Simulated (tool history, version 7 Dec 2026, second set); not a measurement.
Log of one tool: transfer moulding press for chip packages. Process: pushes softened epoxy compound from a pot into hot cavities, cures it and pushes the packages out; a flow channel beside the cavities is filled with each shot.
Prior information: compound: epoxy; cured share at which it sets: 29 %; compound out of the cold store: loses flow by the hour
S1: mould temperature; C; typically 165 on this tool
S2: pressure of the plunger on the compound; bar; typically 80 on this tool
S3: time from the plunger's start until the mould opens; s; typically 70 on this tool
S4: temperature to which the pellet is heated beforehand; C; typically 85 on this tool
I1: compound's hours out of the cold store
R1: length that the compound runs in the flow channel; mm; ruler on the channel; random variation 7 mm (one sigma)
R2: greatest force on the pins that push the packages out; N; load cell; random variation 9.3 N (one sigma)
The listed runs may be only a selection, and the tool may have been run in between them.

| run | hour | S1 | S2 | S3 | S4 | I1 | R1 | R2 |
|---|---|---|---|---|---|---|---|---|
| 1 | 0 | 165 | 80 | 70 | 85 | 38.6 | 683 | 723 |
|  | 13 | cavities cleaned with cleaning compound and waxed |
|  | 57 | cavities cleaned with cleaning compound and waxed |
| 2 | 58.8 | 165 | 92.2 | 70 | 85 | 16.1 | 814 | 447 |
| 3 | 93.9 | 162 | 92.2 | 70 | 85 | 32.8 | 735 | 888 |
|  | 100.1 | cavities cleaned with cleaning compound and waxed |
| 4 | 138.4 | 165 | 80 | 102 | 85 | 41.2 | 632 | 634 |
|  | 145.2 | cavities cleaned with cleaning compound and waxed |
| 5 | 166.5 | 165 | 97.5 | 70 | 85 | 32.6 | 722 | 647 |
|  | 171.3 | cavities cleaned with cleaning compound and waxed, once more |
| 6 | 200.3 | 168 | 80 | 70 | 85 | 17.1 | 693 | 657 |
|  | 216.1 | cavities cleaned with cleaning compound and waxed |
| 7 | 242.5 | 172 | 80 | 70 | 85 | 29.5 | 626 | 610 |
|  | 247.2 | mould's thermocouples calibrated |
|  | 249.7 | plunger's sealing rings changed |
|  | 265.5 | cavities cleaned with cleaning compound and waxed |
| 8 | 292.7 | 172 | 80 | 70 | 85 | 17.5 | 776 | 592 |
|  | 310.5 | cavities cleaned with cleaning compound and waxed |
| 9 | 325.9 | 165 | 82.2 | 70 | 85 | 20.7 | 766 | 641 |
|  | 353.2 | cavities cleaned with cleaning compound and waxed |
| 10 | 357.9 | 165 | 65.8 | 70 | 85 | 43 | 600 | 497 |
| 11 | 387.7 | 165 | 65.8 | 70 | 85 | 8.3 | 721 | 774 |
|  | 397.5 | cavities cleaned with cleaning compound and waxed |
|  | 442.4 | cavities cleaned with cleaning compound and waxed |
| 12 | 442.4 | 165 | 65.8 | 70 | 85 | 23.5 | 643 | 417 |
| 13 | 477.9 | 165 | 65.8 | 70 | 85 | 17.5 | 652 | 788 |
|  | 487.3 | cavities cleaned with cleaning compound and waxed |
| 14 | 505.9 | 165 | 80 | 61 | 85 | 31.6 | 662 | 897 |
|  | 532.1 | cavities cleaned with cleaning compound and waxed |
| 15 | 560.1 | 170 | 73.3 | 96 | 87 | 31.2 | 609 | 596 |
|  | 579.3 | plunger's sealing rings changed |
|  | 580.8 | cavities cleaned with cleaning compound and waxed |
| 16 | 588.4 | 170 | 63 | 79 | 87 | 38.6 | 622 | 441 |
|  | 625.9 | cavities cleaned with cleaning compound and waxed |
| 17 | 639.8 | 170 | 63 | 79 | 87 | 45 | 581 | 510 |
|  | 669.5 | cavities cleaned with cleaning compound and waxed |
| 18 | 687.9 | 170 | 63 | 79 | 87 | 40.9 | 582 | 554 |
|  | 712.3 | cavities cleaned with cleaning compound and waxed |
| 19 | 731.2 | 170 | 63 | 79 | 87 | 20 | 653 | 539 |
|  | 756.9 | cavities cleaned with cleaning compound and waxed |
| 20 | 767.7 | 159 | 80 | 60 | 85 | 32.4 | 694 | 1232 |
| 21 | 792.7 | 172 | 75.4 | 60 | 83 | 34.9 | 640 | 705 |
|  | 800.9 | cavities cleaned with cleaning compound and waxed |
| 22 | 821.5 | 172 | 75.4 | 68 | 81 | 21.4 | 679 | 578 |
|  | 846.1 | cavities cleaned with cleaning compound and waxed |
| 23 | 875 | 162 | 80 | 64 | 85 | 18.4 | 714 | 1073 |
|  | 891.7 | cavities cleaned with cleaning compound and waxed |
| 24 | 900.3 | 165 | 80 | 54 | 94 | 18.3 | 688 | 1002 |
|  | 911.3 | plunger's sealing rings changed |
|  | 939.9 | cavities cleaned with cleaning compound and waxed |
| 25 | 947.7 | 165 | 80 | 54 | 94 | 16.1 | 783 | 962 |
|  | 983.6 | cavities cleaned with cleaning compound and waxed |
| 26 | 996 | 165 | 80 | 54 | 94 | 12.9 | 783 | 1128 |

Branching from run 26: 4 alternative next runs. What would each branch give?
|  | 1029.7 | cavities cleaned with cleaning compound and waxed |
| A | 1050.1 | 165 | 80 | 89 | 94 | 24.5 | ? | ? |
|  | 1029.7 | cavities cleaned with cleaning compound and waxed |
| B | 1050.1 | 170 | 80 | 96 | 85 | 19.7 | ? | ? |
|  | 1029.7 | cavities cleaned with cleaning compound and waxed |
| C | 1050.1 | 167 | 99.4 | 54 | 94 | 12.7 | ? | ? |
|  | 1029.7 | cavities cleaned with cleaning compound and waxed |
| D | 1050.1 | 165 | 67.4 | 78 | 92 | 8.1 | ? | ? |

| run | R1 | R2 |
|---|---|---|
| A | 714 | 550 |
| B | 735 | 543 |
| C | 857 | 1016 |
| D | 708 | 591 |
Without the tool's unlogged condition, the same runs would have read:
| run | R1 | R2 |
|---|---|---|
| A | 757 | 338 |
| B | 777 | 332 |
| C | 908 | 645 |
| D | 750 | 362 |
